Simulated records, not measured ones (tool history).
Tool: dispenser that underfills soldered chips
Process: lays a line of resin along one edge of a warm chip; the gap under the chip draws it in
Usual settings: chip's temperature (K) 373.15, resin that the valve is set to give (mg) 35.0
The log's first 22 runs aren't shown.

run	hour	chip's temperature (K)	resin that the valve is set to give (mg)	hours of work since the syringe was changed	hours of work since the valve was cleaned	hours of work since the stage was calibrated	time until the resin shows at the far edge (s)	resin that the valve gave (mg)
23	85.3	379.15	37.8	7	18	183	79.8	37.15
# hour 88.0: new syringe of resin
24	90.9	374.15	37.6	2	22	186	74.2	36.83
25	95.8	370.15	36.2	5	25	190	92.8	35.35
26	99.6	370.15	36.2	7	27	192	103.6	35.35
# hour 101.1: new syringe of resin
27	103.0	370.15	38.1	1	29	194	77.8	37.20
28	107.3	388.15	32.8	4	32	197	58.0	32.20
29	110.5	388.15	32.8	6	34	199	62.2	32.03
# hour 114.2: new syringe of resin
30	115.3	388.15	32.8	1	37	202	48.9	31.90

The next listed run, before its measurement:
31	118.2	365.15	32.8	3	39	203	?	?

Run 31 gave time until the resin shows at the far edge (s) 95.7, resin that the valve gave (mg) 31.73.
Without the tool's hidden state the same run would have given time until the resin shows at the far edge (s) 89.0, resin that the valve gave (mg) 32.65.

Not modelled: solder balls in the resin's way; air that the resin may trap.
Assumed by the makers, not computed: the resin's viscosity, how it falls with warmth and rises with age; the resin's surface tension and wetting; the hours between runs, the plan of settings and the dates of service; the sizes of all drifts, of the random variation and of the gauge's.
